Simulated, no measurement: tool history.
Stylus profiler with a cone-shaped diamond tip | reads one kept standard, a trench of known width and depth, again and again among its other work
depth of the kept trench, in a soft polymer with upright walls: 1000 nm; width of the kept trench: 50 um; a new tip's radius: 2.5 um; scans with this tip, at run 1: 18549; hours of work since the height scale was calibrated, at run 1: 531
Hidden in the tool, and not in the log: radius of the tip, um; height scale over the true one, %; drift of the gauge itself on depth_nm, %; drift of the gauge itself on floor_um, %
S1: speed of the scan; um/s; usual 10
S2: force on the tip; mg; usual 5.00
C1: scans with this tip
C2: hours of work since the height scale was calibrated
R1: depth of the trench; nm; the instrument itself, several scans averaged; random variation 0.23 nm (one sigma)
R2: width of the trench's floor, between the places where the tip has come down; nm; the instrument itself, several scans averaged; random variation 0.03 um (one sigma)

{"run": 1, "day": 0.0, "S1": 10, "S2": 5.0, "C1": 18549, "C2": 531, "R1": 1010.67, "R2": 45960}
{"run": 2, "day": 3.346, "S1": 10, "S2": 5.0, "C1": 19157, "C2": 594, "R1": 1010.12, "R2": 45990}
{"run": 3, "day": 5.238, "S1": 10, "S2": 5.0, "C1": 19501, "C2": 629, "R1": 1010.84, "R2": 45940}
{"run": 4, "day": 6.933, "S1": 10, "S2": 5.0, "C1": 19808, "C2": 661, "R1": 1010.6, "R2": 45950}
{"run": 5, "day": 8.904, "S1": 10, "S2": 5.0, "C1": 20167, "C2": 698, "R1": 1010.57, "R2": 45970}
{"run": 6, "day": 12.733, "S1": 10, "S2": 2.83, "C1": 20862, "C2": 770, "R1": 1006.95, "R2": 46000}
{"run": 7, "day": 16.392, "S1": 10, "S2": 2.83, "C1": 21527, "C2": 839, "R1": 1007.43, "R2": 45950}
{"run": 8, "day": 19.25, "S1": 10, "S2": 5.0, "C1": 22045, "C2": 892, "R1": 1010.6, "R2": 45940}
{"run": 9, "day": 22.733, "S1": 10, "S2": 5.0, "C1": 22678, "C2": 958, "R1": 1010.57, "R2": 45940}
{"run": 10, "day": 25.883, "S1": 10, "S2": 5.0, "C1": 23250, "C2": 1017, "R1": 1010.14, "R2": 45970}
{"run": 11, "day": 27.867, "S1": 10, "S2": 5.0, "C1": 23611, "C2": 1054, "R1": 1010.76, "R2": 45910}
{"run": 12, "day": 29.525, "S1": 10, "S2": 5.0, "C1": 23912, "C2": 1085, "R1": 1010.56, "R2": 46010}
{"run": 13, "day": 31.983, "S1": 10, "S2": 5.0, "C1": 24359, "C2": 1132, "R1": 1010.86, "R2": 45990}
{"run": 14, "day": 35.308, "S1": 10, "S2": 5.0, "C1": 24962, "C2": 1194, "R1": 1010.96, "R2": 45980}
{"run": 15, "day": 39.142, "S1": 11, "S2": 5.57, "C1": 25658, "C2": 1266, "R1": 1011.78, "R2": 45930}
{"run": 16, "day": 42.038, "S1": 6, "S2": 9.45, "C1": 26185, "C2": 1320, "R1": 1016.2, "R2": 45970}
{"day": 43.792, "done": "height scale calibrated on a step standard"}
{"run": 17, "day": 44.542, "S1": 19, "S2": 10.08, "C1": 26635, "C2": 14, "R1": 1017.4, "R2": 45930}
{"run": 18, "day": 48.092, "S1": 6, "S2": 12.49, "C1": 27280, "C2": 81, "R1": 1019.61, "R2": 45910}
{"run": 19, "day": 50.638, "S1": 6, "S2": 6.68, "C1": 27742, "C2": 129, "R1": 1013.0, "R2": 45970}
{"run": 20, "day": 53.833, "S1": 7, "S2": 5.97, "C1": 28323, "C2": 189, "R1": 1011.78, "R2": 45960}
{"run": 21, "day": 55.408, "S1": 7, "S2": 5.97, "C1": 28609, "C2": 218, "R1": 1012.0, "R2": 45980}
{"run": 22, "day": 58.225, "S1": 11, "S2": 4.11, "C1": 29120, "C2": 271, "R1": 1009.26, "R2": 45970}
{"run": 23, "day": 60.954, "S1": 11, "S2": 5.48, "C1": 29617, "C2": 323, "R1": 1011.19, "R2": 45890}
{"run": 24, "day": 64.667, "S1": 5, "S2": 1.81, "C1": 30290, "C2": 392, "R1": 1005.69, "R2": 45980}
{"run": 25, "day": 67.321, "S1": 39, "S2": 2.13, "C1": 30773, "C2": 442, "R1": 1005.89, "R2": 45840}

Forecast each of these 4 alternatives for the next run:
{"run": "A", "day": 69.225, "S1": 23, "S2": 1.97, "C1": 31118, "C2": 478, "R1": "?", "R2": "?"}
{"run": "B", "day": 69.225, "S1": 3, "S2": 2.63, "C1": 31118, "C2": 478, "R1": "?", "R2": "?"}
{"run": "C", "day": 69.225, "S1": 7, "S2": 11.31, "C1": 31118, "C2": 478, "R1": "?", "R2": "?"}
{"run": "D", "day": 69.225, "S1": 10, "S2": 1.95, "C1": 31118, "C2": 478, "R1": "?", "R2": "?"}

run=A R1=1005.85 R2=45880
run=B R1=1007.43 R2=45960
run=C R1=1018.79 R2=45950
run=D R1=1005.71 R2=45930
Without the tool's hidden state the same runs would have given:
run=A R1=1005.83 R2=45910
run=B R1=1007.41 R2=45980
run=C R1=1018.77 R2=45970
run=D R1=1005.69 R2=45960
